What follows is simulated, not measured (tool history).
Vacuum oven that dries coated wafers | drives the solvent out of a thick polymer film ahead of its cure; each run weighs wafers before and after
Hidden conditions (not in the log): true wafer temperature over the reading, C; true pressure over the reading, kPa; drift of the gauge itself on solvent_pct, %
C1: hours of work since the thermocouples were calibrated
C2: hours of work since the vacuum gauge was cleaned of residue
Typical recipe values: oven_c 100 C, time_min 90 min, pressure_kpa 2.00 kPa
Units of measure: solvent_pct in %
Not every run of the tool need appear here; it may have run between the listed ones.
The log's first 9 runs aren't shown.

Run 10, hour 267.7: usual settings; C1 1041; C2 855. Result: solvent_pct 0.951 %.
Run 11, hour 293.0: usual settings but time_min 124 min; C1 1060; C2 873. Result: solvent_pct 0.739 %.
Run 12, hour 316.6: usual settings but time_min 124 min; C1 1077; C2 891. Result: solvent_pct 0.726 %.
Run 13, hour 338.5: usual settings but time_min 78 min; C1 1094; C2 907. Result: solvent_pct 1.125 %.
Run 14, hour 359.9: usual settings but time_min 78 min; C1 1110; C2 923. Result: solvent_pct 1.136 %.
Run 15, hour 389.0: usual settings but time_min 78 min; C1 1131; C2 945. Result: solvent_pct 1.138 %.
Run 16, hour 407.5: usual settings but time_min 153 min; C1 1145; C2 958. Result: solvent_pct 0.705 %.
Run 17, hour 437.4: usual settings but pressure_kpa 5.99 kPa; C1 1167; C2 981. Result: solvent_pct 2.145 %.
Run 18, hour 475.0: usual settings but pressure_kpa 5.99 kPa; C1 1195; C2 1008. Result: solvent_pct 2.140 %.
Run 19, hour 496.8: usual settings but pressure_kpa 5.99 kPa; C1 1211; C2 1025. Result: solvent_pct 2.131 %.
Run 20, hour 518.8: usual settings but pressure_kpa 5.99 kPa; C1 1227; C2 1041. Result: solvent_pct 2.134 %.
At hour 537.5: oven's thermocouples calibrated.
Run 21, hour 538.0: usual settings but pressure_kpa 5.99 kPa; C1 0; C2 1054. Result: solvent_pct 2.424 %.
Run 22, hour 567.1: usual settings but pressure_kpa 5.99 kPa; C1 22; C2 1075. Result: solvent_pct 2.421 %.
Run 23, hour 595.1: usual settings but pressure_kpa 5.99 kPa; C1 43; C2 1096. Result: solvent_pct 2.433 %.
Run 24, hour 627.6: usual settings but pressure_kpa 5.99 kPa; C1 67; C2 1120. Result: solvent_pct 2.394 %.
Run 25, hour 649.1: usual settings but time_min 104 min, pressure_kpa 5.99 kPa; C1 83; C2 1136. Result: solvent_pct 2.239 %.
Run 26, hour 677.5: usual settings but oven_c 91 C, time_min 104 min, pressure_kpa 6.21 kPa; C1 104; C2 1157. Result: solvent_pct 4.006 %.

Predict the results of run 27:
Run 27, hour 703.5: usual settings but oven_c 95 C, time_min 84 min; C1 123; C2 1176. Result: solvent_pct ?.

{"run 27": {"solvent_pct": 2.016}}
Take away the tool's hidden state, keep the run-to-run variation as it was, and the same run would have given solvent_pct 2.022 %.
